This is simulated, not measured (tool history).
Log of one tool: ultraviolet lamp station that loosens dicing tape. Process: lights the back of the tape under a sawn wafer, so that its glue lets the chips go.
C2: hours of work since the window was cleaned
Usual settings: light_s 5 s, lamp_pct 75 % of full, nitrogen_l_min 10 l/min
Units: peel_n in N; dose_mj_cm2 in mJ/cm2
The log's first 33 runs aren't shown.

run 34 hour=1999.6 | light_s=3 lamp_pct=93 nitrogen_l_min=5 | hours_of_work_of_the_lamp=75 C2=355 | peel_n=1.898 dose_mj_cm2=391
run 35 hour=2077.7 | light_s=2 lamp_pct=73 nitrogen_l_min=7 | hours_of_work_of_the_lamp=106 C2=386 | peel_n=3.169 dose_mj_cm2=199
run 36 hour=2157.2 | light_s=7 lamp_pct=93 nitrogen_l_min=16 | hours_of_work_of_the_lamp=138 C2=418 | peel_n=0.278 dose_mj_cm2=898
run 37 hour=2199.8 | light_s=6 lamp_pct=76 nitrogen_l_min=10 | hours_of_work_of_the_lamp=155 C2=435 | peel_n=0.55 dose_mj_cm2=629
run 38 hour=2256.5 | light_s=5 lamp_pct=64 nitrogen_l_min=3 | hours_of_work_of_the_lamp=177 C2=458 | peel_n=2.143 dose_mj_cm2=448
-- hour=2284.7 window cleaned of glue's vapour
run 39 hour=2330.9 | light_s=5 lamp_pct=63 nitrogen_l_min=10 | hours_of_work_of_the_lamp=207 C2=18 | peel_n=1.046 dose_mj_cm2=436
run 40 hour=2377.1 | light_s=5 lamp_pct=95 nitrogen_l_min=12 | hours_of_work_of_the_lamp=226 C2=37 | peel_n=0.46 dose_mj_cm2=655
run 41 hour=2454 | light_s=5 lamp_pct=95 nitrogen_l_min=12 | hours_of_work_of_the_lamp=256 C2=68 | peel_n=0.441 dose_mj_cm2=664
run 42 hour=2502.8 | light_s=4 lamp_pct=67 nitrogen_l_min=6 | hours_of_work_of_the_lamp=276 C2=87 | peel_n=1.842 dose_mj_cm2=373
run 43 hour=2554.5 | light_s=7 lamp_pct=76 nitrogen_l_min=8 | hours_of_work_of_the_lamp=297 C2=108 | peel_n=0.488 dose_mj_cm2=733

Forecast each of these 3 alternatives for the next run:
run A hour=2625 | light_s=3 lamp_pct=63 nitrogen_l_min=4 | hours_of_work_of_the_lamp=325 C2=136 | peel_n=? dose_mj_cm2=?
run B hour=2625 | light_s=7 lamp_pct=61 nitrogen_l_min=8 | hours_of_work_of_the_lamp=325 C2=136 | peel_n=? dose_mj_cm2=?
run C hour=2625 | light_s=8 lamp_pct=64 nitrogen_l_min=8 | hours_of_work_of_the_lamp=325 C2=136 | peel_n=? dose_mj_cm2=?

run=A peel_n=3.067 dose_mj_cm2=263
run=B peel_n=0.74 dose_mj_cm2=598
run=C peel_n=0.53 dose_mj_cm2=710
Without the tool's hidden state the same runs would have given:
run=A peel_n=3.063 dose_mj_cm2=263
run=B peel_n=0.737 dose_mj_cm2=599
run=C peel_n=0.528 dose_mj_cm2=711
